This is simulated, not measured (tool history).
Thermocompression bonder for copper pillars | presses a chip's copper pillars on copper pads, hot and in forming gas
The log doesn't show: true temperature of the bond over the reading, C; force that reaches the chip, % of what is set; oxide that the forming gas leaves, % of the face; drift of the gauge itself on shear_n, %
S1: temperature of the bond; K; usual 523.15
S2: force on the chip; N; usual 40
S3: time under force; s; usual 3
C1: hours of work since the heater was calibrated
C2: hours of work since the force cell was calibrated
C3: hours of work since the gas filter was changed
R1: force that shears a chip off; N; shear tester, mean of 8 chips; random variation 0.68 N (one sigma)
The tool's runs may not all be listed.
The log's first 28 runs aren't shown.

run	hour	S1	S2	S3	C1	C2	C3	R1
29	546.4	509.15	53	2	436	436	301	43.8
30	569.3	509.15	53	2	447	447	312	44.3
31	587.7	527.15	53	7	455	455	320	80.6
32	609.8	527.15	53	7	465	465	331	79.1
33	630	527.15	53	7	475	475	340	79.8
34	655	527.15	53	4	486	486	351	67.5
35	678.7	513.15	31	3	497	497	362	31.6
# hour 683.2: forming gas filter changed
36	700.7	513.15	27	3	507	507	8	26.4
37	726.1	499.15	29	3	519	519	20	23.9
38	745.1	537.15	29	3	527	527	28	39.3
39	769.8	537.15	32	3	539	539	40	43.8

Forecast each of these 5 alternatives for the next run:
A	788.6	502.15	52	7	547	547	48	?
B	788.6	537.15	33	3	547	547	48	?
C	788.6	537.15	32	2	547	547	48	?
D	788.6	537.15	34	2	547	547	48	?
E	788.6	537.15	32	3	547	547	48	?

run	R1
A	63
B	45.9
C	36.6
D	39.1
E	43.8
Without the tool's hidden state the same runs would have given:
run	R1
A	63.1
B	46
C	36.6
D	39.1
E	43.9
